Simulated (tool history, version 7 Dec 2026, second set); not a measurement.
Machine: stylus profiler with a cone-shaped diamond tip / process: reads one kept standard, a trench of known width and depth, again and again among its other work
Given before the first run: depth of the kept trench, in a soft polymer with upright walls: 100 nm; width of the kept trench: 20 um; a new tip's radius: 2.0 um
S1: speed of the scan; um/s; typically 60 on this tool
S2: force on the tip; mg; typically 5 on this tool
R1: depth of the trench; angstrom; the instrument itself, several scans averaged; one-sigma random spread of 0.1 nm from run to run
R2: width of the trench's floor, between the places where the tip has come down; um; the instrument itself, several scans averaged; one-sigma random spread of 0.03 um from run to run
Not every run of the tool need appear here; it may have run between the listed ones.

Run 1, hour 0: usual settings. Result: R1 1012 angstrom, R2 18.68 um.
Run 2, hour 12.3: usual settings. Result: R1 1010.5 angstrom, R2 18.68 um.
Run 3, hour 24.9: usual settings. Result: R1 1010.9 angstrom, R2 18.64 um.
Run 4, hour 43.3: usual settings. Result: R1 1011.7 angstrom, R2 18.66 um.
Run 5, hour 66: usual settings. Result: R1 1013 angstrom, R2 18.66 um.
Run 6, hour 77: usual settings. Result: R1 1013.3 angstrom, R2 18.65 um.
Run 7, hour 98.1: usual settings. Result: R1 1011.8 angstrom, R2 18.62 um.
Run 8, hour 118.6: usual settings but S1 97 um/s, S2 12.13 mg. Result: R1 1022.3 angstrom, R2 18.67 um.
Run 9, hour 138.2: usual settings but S1 219 um/s, S2 2.33 mg. Result: R1 1007.1 angstrom, R2 18.33 um.
Run 10, hour 160.2: usual settings but S1 126 um/s, S2 8.41 mg. Result: R1 1016.2 angstrom, R2 18.64 um.
Run 11, hour 169.8: usual settings but S1 29 um/s, S2 7.58 mg. Result: R1 1015.8 angstrom, R2 18.7 um.
Run 12, hour 188: usual settings but S1 112 um/s, S2 2.9 mg. Result: R1 1008 angstrom, R2 18.53 um.
Run 13, hour 199.1: usual settings but S1 38 um/s. Result: R1 1010.6 angstrom, R2 18.69 um.
Run 14, hour 212.3: usual settings but S1 47 um/s, S2 8.85 mg. Result: R1 1016.9 angstrom, R2 18.75 um.

Each row is a separate what-if for the run after 14, all from the same tool condition, not one after another. Results?
Run A, hour 235.4: usual settings but S2 13 mg. Result: R1 ?, R2 ?.
Run B, hour 235.4: usual settings but S1 208 um/s, S2 4.12 mg. Result: R1 ?, R2 ?.
Run C, hour 235.4: usual settings but S1 47 um/s, S2 10.96 mg. Result: R1 ?, R2 ?.
Run D, hour 235.4: usual settings but S1 28 um/s, S2 8.85 mg. Result: R1 ?, R2 ?.
Run E, hour 235.4: usual settings but S1 22 um/s, S2 2.16 mg. Result: R1 ?, R2 ?.

run      R1     R2
  A  1021.2  18.71
  B  1013.3   18.5
  C  1019.8  18.71
  D  1020.4  18.75
  E  1007.9  18.71
What these runs would have given with no unlogged condition in the tool:
run      R1     R2
  A  1021.1  18.72
  B  1013.2   18.5
  C  1019.8  18.72
  D  1020.4  18.76
  E  1007.9  18.71
